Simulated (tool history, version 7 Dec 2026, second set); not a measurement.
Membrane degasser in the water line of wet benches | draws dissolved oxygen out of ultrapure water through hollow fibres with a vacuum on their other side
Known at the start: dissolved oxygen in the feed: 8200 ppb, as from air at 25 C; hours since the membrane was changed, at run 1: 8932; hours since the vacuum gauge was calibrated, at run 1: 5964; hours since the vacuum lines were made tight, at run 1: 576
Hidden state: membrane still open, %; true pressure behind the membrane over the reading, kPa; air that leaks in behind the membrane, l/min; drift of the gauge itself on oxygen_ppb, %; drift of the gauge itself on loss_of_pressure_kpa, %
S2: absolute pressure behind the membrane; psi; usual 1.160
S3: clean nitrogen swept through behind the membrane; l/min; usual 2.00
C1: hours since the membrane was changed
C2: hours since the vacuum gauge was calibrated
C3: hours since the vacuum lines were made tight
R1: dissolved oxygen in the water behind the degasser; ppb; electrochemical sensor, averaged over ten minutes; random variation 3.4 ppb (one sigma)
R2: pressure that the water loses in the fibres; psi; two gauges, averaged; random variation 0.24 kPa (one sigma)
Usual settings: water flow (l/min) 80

Run 1, hour 0.0: usual settings; C1 8932; C2 5964; C3 576. Result: R1 391.9 ppb, R2 9.333 psi.
Run 2, hour 166.7: usual settings; C1 9099; C2 6131; C3 743. Result: R1 396.0 ppb, R2 9.336 psi.
Run 3, hour 262.8: usual settings; C1 9195; C2 6227; C3 839. Result: R1 393.5 ppb, R2 9.285 psi.
Run 4, hour 361.5: usual settings but S3 2.16 l/min; C1 9293; C2 6325; C3 937. Result: R1 373.1 ppb, R2 9.382 psi.
Run 5, hour 564.0: usual settings but S3 2.16 l/min; C1 9496; C2 6528; C3 1140. Result: R1 371.4 ppb, R2 9.317 psi.
Run 6, hour 658.0: usual settings but S3 2.16 l/min; C1 9590; C2 6622; C3 1234. Result: R1 372.6 ppb, R2 9.384 psi.
Run 7, hour 821.8: usual settings but S3 2.16 l/min; C1 9754; C2 6786; C3 1398. Result: R1 370.1 ppb, R2 9.253 psi.
Run 8, hour 944.2: usual settings but S2 1.394 psi, S3 2.16 l/min; C1 9876; C2 6908; C3 1520. Result: R1 483.9 ppb, R2 9.316 psi.
Run 9, hour 1163.2: usual settings but S2 1.394 psi, S3 2.16 l/min; C1 10095; C2 7127; C3 1739. Result: R1 485.2 ppb, R2 9.313 psi.
Run 10, hour 1300.3: usual settings but S2 0.857 psi, S3 2.16 l/min; C1 10232; C2 7264; C3 1876. Result: R1 227.0 ppb, R2 9.313 psi.
Run 11, hour 1474.6: usual settings but S2 0.857 psi, S3 2.16 l/min; C1 10406; C2 7439; C3 2050. Result: R1 227.1 ppb, R2 9.326 psi.
Run 12, hour 1602.9: usual settings but S2 0.857 psi, S3 2.16 l/min; C1 10535; C2 7567; C3 2179. Result: R1 227.3 ppb, R2 9.372 psi.
Run 13, hour 1705.8: usual settings but water flow (l/min) 74, S2 1.456 psi, S3 3.65 l/min; C1 10638; C2 7670; C3 2282. Result: R1 316.5 ppb, R2 8.553 psi.

4 ways to go on from here, each from the tool as it stands after run 13. What would each give?
Run A, hour 1817.6: usual settings but water flow (l/min) 92, S2 0.735 psi, S3 2.17 l/min; C1 10750; C2 7782; C3 2394. Result: R1 ?, R2 ?.
Run B, hour 1817.6: usual settings but water flow (l/min) 67, S2 2.669 psi, S3 1.58 l/min; C1 10750; C2 7782; C3 2394. Result: R1 ?, R2 ?.
Run C, hour 1817.6: usual settings but water flow (l/min) 52, S2 1.523 psi, S3 3.65 l/min; C1 10750; C2 7782; C3 2394. Result: R1 ?, R2 ?.
Run D, hour 1817.6: usual settings but water flow (l/min) 74, S2 1.456 psi, S3 5.30 l/min; C1 10750; C2 7782; C3 2394. Result: R1 ?, R2 ?.

run      R1      R2
  A   200.3  10.682
  B  1153.5   7.771
  C   238.0   6.019
  D   230.9   8.640
Without the tool's hidden state the same runs would have given:
run      R1      R2
  A   199.5  10.670
  B  1153.1   7.762
  C   237.8   6.012
  D   230.6   8.630
